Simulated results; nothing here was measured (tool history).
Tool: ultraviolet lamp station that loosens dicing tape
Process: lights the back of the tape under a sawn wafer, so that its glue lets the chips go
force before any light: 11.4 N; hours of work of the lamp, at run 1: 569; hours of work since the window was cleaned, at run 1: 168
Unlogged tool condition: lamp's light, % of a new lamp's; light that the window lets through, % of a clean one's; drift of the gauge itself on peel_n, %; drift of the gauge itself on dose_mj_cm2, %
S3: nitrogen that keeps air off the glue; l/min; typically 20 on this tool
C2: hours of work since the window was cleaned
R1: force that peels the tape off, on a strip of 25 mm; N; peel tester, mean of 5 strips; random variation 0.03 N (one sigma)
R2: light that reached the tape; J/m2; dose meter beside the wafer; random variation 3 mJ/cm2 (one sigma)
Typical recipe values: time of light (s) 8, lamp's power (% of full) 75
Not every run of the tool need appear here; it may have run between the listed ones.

{"run": 1, "hour": 0.0, "time of light (s)": 8, "lamp's power (% of full)": 75, "S3": 20, "hours of work of the lamp": 569, "C2": 168, "R1": 1.484, "R2": 4560}
{"run": 2, "hour": 29.5, "time of light (s)": 8, "lamp's power (% of full)": 75, "S3": 20, "hours of work of the lamp": 588, "C2": 188, "R1": 1.508, "R2": 4570}
{"run": 3, "hour": 57.2, "time of light (s)": 8, "lamp's power (% of full)": 75, "S3": 20, "hours of work of the lamp": 606, "C2": 206, "R1": 1.451, "R2": 4630}
{"run": 4, "hour": 85.8, "time of light (s)": 8, "lamp's power (% of full)": 75, "S3": 20, "hours of work of the lamp": 625, "C2": 224, "R1": 1.492, "R2": 4580}
{"run": 5, "hour": 112.0, "time of light (s)": 8, "lamp's power (% of full)": 75, "S3": 20, "hours of work of the lamp": 642, "C2": 241, "R1": 1.469, "R2": 4630}
{"run": 6, "hour": 129.9, "time of light (s)": 8, "lamp's power (% of full)": 75, "S3": 14, "hours of work of the lamp": 654, "C2": 253, "R1": 1.903, "R2": 4540}
{"run": 7, "hour": 171.5, "time of light (s)": 10, "lamp's power (% of full)": 92, "S3": 20, "hours of work of the lamp": 681, "C2": 280, "R1": 0.603, "R2": 6940}
{"run": 8, "hour": 205.0, "time of light (s)": 6, "lamp's power (% of full)": 67, "S3": 13, "hours of work of the lamp": 703, "C2": 302, "R1": 3.538, "R2": 3100}
{"run": 9, "hour": 236.9, "time of light (s)": 12, "lamp's power (% of full)": 62, "S3": 13, "hours of work of the lamp": 724, "C2": 323, "R1": 1.369, "R2": 5670}
{"run": 10, "hour": 272.2, "time of light (s)": 9, "lamp's power (% of full)": 63, "S3": 26, "hours of work of the lamp": 747, "C2": 346, "R1": 1.465, "R2": 4380}
{"run": 11, "hour": 309.7, "time of light (s)": 4, "lamp's power (% of full)": 95, "S3": 15, "hours of work of the lamp": 771, "C2": 371, "R1": 3.37, "R2": 2900}
{"run": 12, "hour": 347.0, "time of light (s)": 9, "lamp's power (% of full)": 67, "S3": 32, "hours of work of the lamp": 796, "C2": 395, "R1": 1.065, "R2": 4580}

Here are 3 independent what-if runs from the current tool condition. What would each one return?
{"run": "A", "hour": 377.7, "time of light (s)": 9, "lamp's power (% of full)": 67, "S3": 32, "hours of work of the lamp": 816, "C2": 415, "R1": "?", "R2": "?"}
{"run": "B", "hour": 377.7, "time of light (s)": 9, "lamp's power (% of full)": 64, "S3": 32, "hours of work of the lamp": 816, "C2": 415, "R1": "?", "R2": "?"}
{"run": "C", "hour": 377.7, "time of light (s)": 8, "lamp's power (% of full)": 68, "S3": 20, "hours of work of the lamp": 816, "C2": 415, "R1": "?", "R2": "?"}

run=A R1=1.138 R2=4650
run=B R1=1.205 R2=4430
run=C R1=1.783 R2=4160
Take away the tool's hidden state, keep each run's random variation, and the runs would have read:
run=A R1=1.133 R2=4660
run=B R1=1.200 R2=4440
run=C R1=1.777 R2=4170
